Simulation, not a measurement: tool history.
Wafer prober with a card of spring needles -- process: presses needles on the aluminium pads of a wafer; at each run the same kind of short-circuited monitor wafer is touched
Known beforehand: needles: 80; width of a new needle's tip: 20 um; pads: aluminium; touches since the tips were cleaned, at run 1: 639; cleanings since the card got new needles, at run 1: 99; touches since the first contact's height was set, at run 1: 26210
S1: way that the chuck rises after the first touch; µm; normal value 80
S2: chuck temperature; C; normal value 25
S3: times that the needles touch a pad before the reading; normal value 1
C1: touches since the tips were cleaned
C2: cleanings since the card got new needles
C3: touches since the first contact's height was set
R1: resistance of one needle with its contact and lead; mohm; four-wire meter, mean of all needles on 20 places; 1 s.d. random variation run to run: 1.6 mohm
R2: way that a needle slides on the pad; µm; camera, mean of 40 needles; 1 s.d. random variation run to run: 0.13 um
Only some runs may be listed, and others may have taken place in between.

{"run": 1, "hour": 0.0, "S1": 80, "S2": 25, "S3": 1, "C1": 639, "C2": 99, "C3": 26210, "R1": 160, "R2": 10.2}
{"hour": 3.0, "done": "tips cleaned on abrasive film"}
{"hour": 7.9, "done": "tips cleaned on abrasive film"}
{"hour": 12.8, "done": "tips cleaned on abrasive film"}
{"hour": 16.7, "done": "tips cleaned on abrasive film"}
{"hour": 20.7, "done": "tips cleaned on abrasive film"}
{"hour": 25.6, "done": "tips cleaned on abrasive film"}
{"hour": 29.5, "done": "tips cleaned on abrasive film"}
{"hour": 34.4, "done": "tips cleaned on abrasive film"}
{"hour": 38.4, "done": "tips cleaned on abrasive film"}
{"hour": 43.3, "done": "tips cleaned on abrasive film"}
{"hour": 47.2, "done": "tips cleaned on abrasive film"}
{"hour": 52.1, "done": "tips cleaned on abrasive film"}
{"hour": 56.1, "done": "tips cleaned on abrasive film"}
{"hour": 60.0, "done": "tips cleaned on abrasive film"}
{"run": 2, "hour": 63.8, "S1": 80, "S2": 25, "S3": 2, "C1": 2176, "C2": 113, "C3": 62299, "R1": 159, "R2": 10.35}
{"hour": 64.8, "done": "tips cleaned on abrasive film"}
{"hour": 68.8, "done": "tips cleaned on abrasive film"}
{"hour": 73.7, "done": "tips cleaned on abrasive film"}
{"hour": 78.6, "done": "tips cleaned on abrasive film"}
{"hour": 82.5, "done": "tips cleaned on abrasive film"}
{"hour": 87.4, "done": "tips cleaned on abrasive film"}
{"hour": 92.3, "done": "tips cleaned on abrasive film"}
{"hour": 97.2, "done": "tips cleaned on abrasive film"}
{"hour": 102.1, "done": "tips cleaned on abrasive film"}
{"hour": 106.1, "done": "tips cleaned on abrasive film"}
{"hour": 111.0, "done": "tips cleaned on abrasive film"}
{"hour": 114.9, "done": "tips cleaned on abrasive film"}
{"hour": 119.8, "done": "tips cleaned on abrasive film"}
{"hour": 124.7, "done": "tips cleaned on abrasive film"}
{"hour": 129.6, "done": "tips cleaned on abrasive film"}
{"run": 3, "hour": 131.1, "S1": 80, "S2": 25, "S3": 1, "C1": 823, "C2": 128, "C3": 100369, "R1": 161, "R2": 10.17}
{"hour": 134.0, "done": "tips cleaned on abrasive film"}
{"hour": 138.0, "done": "tips cleaned on abrasive film"}
{"hour": 142.9, "done": "tips cleaned on abrasive film"}
{"hour": 146.8, "done": "tips cleaned on abrasive film"}
{"hour": 150.8, "done": "tips cleaned on abrasive film"}
{"hour": 155.7, "done": "tips cleaned on abrasive film"}
{"hour": 160.6, "done": "tips cleaned on abrasive film"}
{"hour": 165.5, "done": "tips cleaned on abrasive film"}
{"hour": 169.4, "done": "tips cleaned on abrasive film"}
{"hour": 173.4, "done": "tips cleaned on abrasive film"}
{"hour": 178.3, "done": "tips cleaned on abrasive film"}
{"hour": 183.2, "done": "tips cleaned on abrasive film"}
{"hour": 188.1, "done": "tips cleaned on abrasive film"}
{"hour": 192.0, "done": "tips cleaned on abrasive film"}
{"hour": 196.9, "done": "tips cleaned on abrasive film"}
{"hour": 200.9, "done": "tips cleaned on abrasive film"}
{"run": 4, "hour": 203.9, "S1": 80, "S2": 25, "S3": 1, "C1": 1737, "C2": 144, "C3": 141576, "R1": 164, "R2": 10.32}
{"hour": 204.9, "done": "tips cleaned on abrasive film"}
{"hour": 208.9, "done": "tips cleaned on abrasive film"}
{"hour": 213.8, "done": "tips cleaned on abrasive film"}
{"hour": 218.7, "done": "tips cleaned on abrasive film"}
{"hour": 222.6, "done": "tips cleaned on abrasive film"}
{"hour": 227.5, "done": "tips cleaned on abrasive film"}
{"hour": 231.5, "done": "tips cleaned on abrasive film"}
{"hour": 235.4, "done": "tips cleaned on abrasive film"}
{"hour": 239.3, "done": "tips cleaned on abrasive film"}
{"run": 5, "hour": 241.9, "S1": 89, "S2": 25, "S3": 1, "C1": 1487, "C2": 153, "C3": 163073, "R1": 158, "R2": 11.22}
{"hour": 243.9, "done": "tips cleaned on abrasive film"}
{"hour": 248.8, "done": "tips cleaned on abrasive film"}
{"hour": 253.7, "done": "tips cleaned on abrasive film"}
{"hour": 258.7, "done": "tips cleaned on abrasive film"}
{"hour": 263.6, "done": "tips cleaned on abrasive film"}
{"hour": 268.5, "done": "tips cleaned on abrasive film"}
{"hour": 272.4, "done": "tips cleaned on abrasive film"}
{"hour": 277.3, "done": "tips cleaned on abrasive film"}
{"hour": 282.2, "done": "tips cleaned on abrasive film"}
{"run": 6, "hour": 284.4, "S1": 80, "S2": 28, "S3": 1, "C1": 1285, "C2": 162, "C3": 187150, "R1": 161, "R2": 10.13}
{"hour": 286.4, "done": "tips cleaned on abrasive film"}
{"hour": 290.4, "done": "tips cleaned on abrasive film"}
{"hour": 295.3, "done": "tips cleaned on abrasive film"}
{"hour": 300.2, "done": "tips cleaned on abrasive film"}
{"hour": 305.1, "done": "tips cleaned on abrasive film"}
{"hour": 309.0, "done": "tips cleaned on abrasive film"}
{"hour": 313.9, "done": "tips cleaned on abrasive film"}
{"hour": 317.9, "done": "tips cleaned on abrasive film"}
{"hour": 321.8, "done": "tips cleaned on abrasive film"}
{"hour": 326.0, "done": "tips cleaned on abrasive film"}
{"run": 7, "hour": 326.0, "S1": 80, "S2": 28, "S3": 1, "C1": 0, "C2": 172, "C3": 210617, "R1": 162, "R2": 10.4}
{"hour": 330.9, "done": "tips cleaned on abrasive film"}
{"hour": 335.8, "done": "tips cleaned on abrasive film"}
{"hour": 340.7, "done": "tips cleaned on abrasive film"}
{"hour": 344.6, "done": "tips cleaned on abrasive film"}
{"hour": 347.8, "done": "height of the first contact set anew"}
{"hour": 348.9, "done": "tips cleaned on abrasive film"}
{"hour": 353.8, "done": "tips cleaned on abrasive film"}
{"hour": 358.7, "done": "tips cleaned on abrasive film"}
{"hour": 363.6, "done": "tips cleaned on abrasive film"}
{"hour": 368.5, "done": "tips cleaned on abrasive film"}
{"hour": 373.4, "done": "tips cleaned on abrasive film"}
{"hour": 377.3, "done": "tips cleaned on abrasive film"}
{"hour": 382.2, "done": "tips cleaned on abrasive film"}
{"hour": 387.1, "done": "tips cleaned on abrasive film"}
{"hour": 392.0, "done": "tips cleaned on abrasive film"}
{"run": 8, "hour": 395.0, "S1": 72, "S2": 36, "S3": 1, "C1": 1715, "C2": 186, "C3": 26731, "R1": 168, "R2": 9.27}
{"hour": 396.1, "done": "tips cleaned on abrasive film"}
{"hour": 401.0, "done": "tips cleaned on abrasive film"}
{"hour": 404.9, "done": "tips cleaned on abrasive film"}
{"hour": 408.9, "done": "tips cleaned on abrasive film"}
{"hour": 413.8, "done": "tips cleaned on abrasive film"}
{"hour": 418.7, "done": "tips cleaned on abrasive film"}
{"hour": 423.6, "done": "tips cleaned on abrasive film"}
{"hour": 427.5, "done": "tips cleaned on abrasive film"}
{"run": 9, "hour": 431.0, "S1": 66, "S2": 69, "S3": 1, "C1": 2006, "C2": 194, "C3": 47091, "R1": 173, "R2": 8.51}
{"hour": 432.1, "done": "tips cleaned on abrasive film"}
{"hour": 436.0, "done": "tips cleaned on abrasive film"}
{"hour": 440.9, "done": "tips cleaned on abrasive film"}
{"hour": 444.8, "done": "tips cleaned on abrasive film"}
{"hour": 449.7, "done": "tips cleaned on abrasive film"}
{"hour": 454.7, "done": "tips cleaned on abrasive film"}
{"hour": 459.6, "done": "tips cleaned on abrasive film"}
{"hour": 464.5, "done": "tips cleaned on abrasive film"}
{"hour": 469.4, "done": "tips cleaned on abrasive film"}
{"hour": 473.3, "done": "tips cleaned on abrasive film"}
{"hour": 485.3, "done": "card fitted with new needles"}
{"hour": 489.2, "done": "tips cleaned on abrasive film"}
{"hour": 494.2, "done": "tips cleaned on abrasive film"}
{"hour": 499.1, "done": "tips cleaned on abrasive film"}
{"run": 10, "hour": 499.3, "S1": 63, "S2": 69, "S3": 1, "C1": 162, "C2": 3, "C3": 7944, "R1": 172, "R2": 8.03}
{"hour": 503.3, "done": "tips cleaned on abrasive film"}
{"hour": 508.2, "done": "tips cleaned on abrasive film"}
{"hour": 512.1, "done": "tips cleaned on abrasive film"}
{"hour": 517.0, "done": "tips cleaned on abrasive film"}
{"hour": 521.9, "done": "tips cleaned on abrasive film"}
{"hour": 526.8, "done": "tips cleaned on abrasive film"}
{"hour": 531.7, "done": "tips cleaned on abrasive film"}
{"hour": 536.6, "done": "tips cleaned on abrasive film"}
{"hour": 540.6, "done": "tips cleaned on abrasive film"}
{"hour": 545.5, "done": "tips cleaned on abrasive film"}
{"run": 11, "hour": 547.6, "S1": 67, "S2": 112, "S3": 1, "C1": 1245, "C2": 13, "C3": 35314, "R1": 179, "R2": 8.34}
{"hour": 549.7, "done": "tips cleaned on abrasive film"}
{"hour": 554.6, "done": "tips cleaned on abrasive film"}
{"hour": 559.5, "done": "tips cleaned on abrasive film"}
{"hour": 564.4, "done": "tips cleaned on abrasive film"}
{"hour": 568.3, "done": "tips cleaned on abrasive film"}
{"hour": 573.2, "done": "tips cleaned on abrasive film"}
{"hour": 578.1, "done": "tips cleaned on abrasive film"}
{"hour": 583.0, "done": "tips cleaned on abrasive film"}
{"hour": 587.9, "done": "tips cleaned on abrasive film"}
{"hour": 592.8, "done": "tips cleaned on abrasive film"}
{"hour": 596.8, "done": "tips cleaned on abrasive film"}
{"hour": 600.7, "done": "tips cleaned on abrasive film"}
{"run": 12, "hour": 604.2, "S1": 63, "S2": 26, "S3": 2, "C1": 2015, "C2": 25, "C3": 67346, "R1": 162, "R2": 8.05}
{"hour": 605.3, "done": "tips cleaned on abrasive film"}
{"hour": 609.2, "done": "tips cleaned on abrasive film"}
{"hour": 614.1, "done": "tips cleaned on abrasive film"}
{"hour": 619.0, "done": "tips cleaned on abrasive film"}
{"hour": 623.9, "done": "tips cleaned on abrasive film"}
{"hour": 628.8, "done": "tips cleaned on abrasive film"}
{"hour": 633.7, "done": "tips cleaned on abrasive film"}
{"hour": 638.6, "done": "tips cleaned on abrasive film"}
{"hour": 643.5, "done": "tips cleaned on abrasive film"}
{"hour": 647.5, "done": "tips cleaned on abrasive film"}
{"hour": 651.4, "done": "tips cleaned on abrasive film"}
{"hour": 656.3, "done": "tips cleaned on abrasive film"}
{"hour": 660.2, "done": "tips cleaned on abrasive film"}
{"hour": 665.2, "done": "tips cleaned on abrasive film"}
{"run": 13, "hour": 668.5, "S1": 63, "S2": 26, "S3": 2, "C1": 1956, "C2": 39, "C3": 103769, "R1": 164, "R2": 7.89}
{"hour": 669.6, "done": "tips cleaned on abrasive film"}
{"hour": 674.5, "done": "tips cleaned on abrasive film"}
{"hour": 679.4, "done": "tips cleaned on abrasive film"}
{"hour": 683.3, "done": "tips cleaned on abrasive film"}
{"hour": 688.2, "done": "tips cleaned on abrasive film"}
{"hour": 692.2, "done": "tips cleaned on abrasive film"}
{"hour": 697.1, "done": "tips cleaned on abrasive film"}
{"hour": 701.0, "done": "tips cleaned on abrasive film"}
{"hour": 705.0, "done": "tips cleaned on abrasive film"}
{"run": 14, "hour": 707.9, "S1": 63, "S2": 26, "S3": 2, "C1": 1694, "C2": 48, "C3": 126031, "R1": 165, "R2": 8.04}

Each row is a separate what-if for the run after 14, all from the same tool condition, not one after another. Results?
{"hour": 709.0, "done": "tips cleaned on abrasive film"}
{"hour": 712.9, "done": "tips cleaned on abrasive film"}
{"hour": 717.8, "done": "tips cleaned on abrasive film"}
{"hour": 721.8, "done": "tips cleaned on abrasive film"}
{"hour": 726.7, "done": "tips cleaned on abrasive film"}
{"hour": 731.6, "done": "tips cleaned on abrasive film"}
{"hour": 735.5, "done": "tips cleaned on abrasive film"}
{"hour": 740.4, "done": "tips cleaned on abrasive film"}
{"hour": 745.3, "done": "tips cleaned on abrasive film"}
{"hour": 749.3, "done": "tips cleaned on abrasive film"}
{"hour": 754.2, "done": "tips cleaned on abrasive film"}
{"hour": 759.1, "done": "tips cleaned on abrasive film"}
{"hour": 763.0, "done": "tips cleaned on abrasive film"}
{"run": "A", "hour": 764.0, "S1": 80, "S2": 38, "S3": 1, "C1": 591, "C2": 61, "C3": 157756, "R1": "?", "R2": "?"}
{"hour": 709.0, "done": "tips cleaned on abrasive film"}
{"hour": 712.9, "done": "tips cleaned on abrasive film"}
{"hour": 717.8, "done": "tips cleaned on abrasive film"}
{"hour": 721.8, "done": "tips cleaned on abrasive film"}
{"hour": 726.7, "done": "tips cleaned on abrasive film"}
{"hour": 731.6, "done": "tips cleaned on abrasive film"}
{"hour": 735.5, "done": "tips cleaned on abrasive film"}
{"hour": 740.4, "done": "tips cleaned on abrasive film"}
{"hour": 745.3, "done": "tips cleaned on abrasive film"}
{"hour": 749.3, "done": "tips cleaned on abrasive film"}
{"hour": 754.2, "done": "tips cleaned on abrasive film"}
{"hour": 759.1, "done": "tips cleaned on abrasive film"}
{"hour": 763.0, "done": "tips cleaned on abrasive film"}
{"run": "B", "hour": 764.0, "S1": 80, "S2": 94, "S3": 1, "C1": 591, "C2": 61, "C3": 157756, "R1": "?", "R2": "?"}
{"hour": 709.0, "done": "tips cleaned on abrasive film"}
{"hour": 712.9, "done": "tips cleaned on abrasive film"}
{"hour": 717.8, "done": "tips cleaned on abrasive film"}
{"hour": 721.8, "done": "tips cleaned on abrasive film"}
{"hour": 726.7, "done": "tips cleaned on abrasive film"}
{"hour": 731.6, "done": "tips cleaned on abrasive film"}
{"hour": 735.5, "done": "tips cleaned on abrasive film"}
{"hour": 740.4, "done": "tips cleaned on abrasive film"}
{"hour": 745.3, "done": "tips cleaned on abrasive film"}
{"hour": 749.3, "done": "tips cleaned on abrasive film"}
{"hour": 754.2, "done": "tips cleaned on abrasive film"}
{"hour": 759.1, "done": "tips cleaned on abrasive film"}
{"hour": 763.0, "done": "tips cleaned on abrasive film"}
{"run": "C", "hour": 764.0, "S1": 97, "S2": 25, "S3": 1, "C1": 591, "C2": 61, "C3": 157756, "R1": "?", "R2": "?"}
{"hour": 709.0, "done": "tips cleaned on abrasive film"}
{"hour": 712.9, "done": "tips cleaned on abrasive film"}
{"hour": 717.8, "done": "tips cleaned on abrasive film"}
{"hour": 721.8, "done": "tips cleaned on abrasive film"}
{"hour": 726.7, "done": "tips cleaned on abrasive film"}
{"hour": 731.6, "done": "tips cleaned on abrasive film"}
{"hour": 735.5, "done": "tips cleaned on abrasive film"}
{"hour": 740.4, "done": "tips cleaned on abrasive film"}
{"hour": 745.3, "done": "tips cleaned on abrasive film"}
{"hour": 749.3, "done": "tips cleaned on abrasive film"}
{"hour": 754.2, "done": "tips cleaned on abrasive film"}
{"hour": 759.1, "done": "tips cleaned on abrasive film"}
{"hour": 763.0, "done": "tips cleaned on abrasive film"}
{"run": "D", "hour": 764.0, "S1": 94, "S2": 93, "S3": 2, "C1": 591, "C2": 61, "C3": 157756, "R1": "?", "R2": "?"}

run=A R1=161 R2=10.14
run=B R1=173 R2=9.96
run=C R1=155 R2=12.49
run=D R1=171 R2=12.13
The same runs, with their run-to-run variation unchanged, on a tool lacking any hidden condition would have given:
run=A R1=161 R2=10.16
run=B R1=173 R2=9.98
run=C R1=155 R2=12.52
run=D R1=171 R2=12.16

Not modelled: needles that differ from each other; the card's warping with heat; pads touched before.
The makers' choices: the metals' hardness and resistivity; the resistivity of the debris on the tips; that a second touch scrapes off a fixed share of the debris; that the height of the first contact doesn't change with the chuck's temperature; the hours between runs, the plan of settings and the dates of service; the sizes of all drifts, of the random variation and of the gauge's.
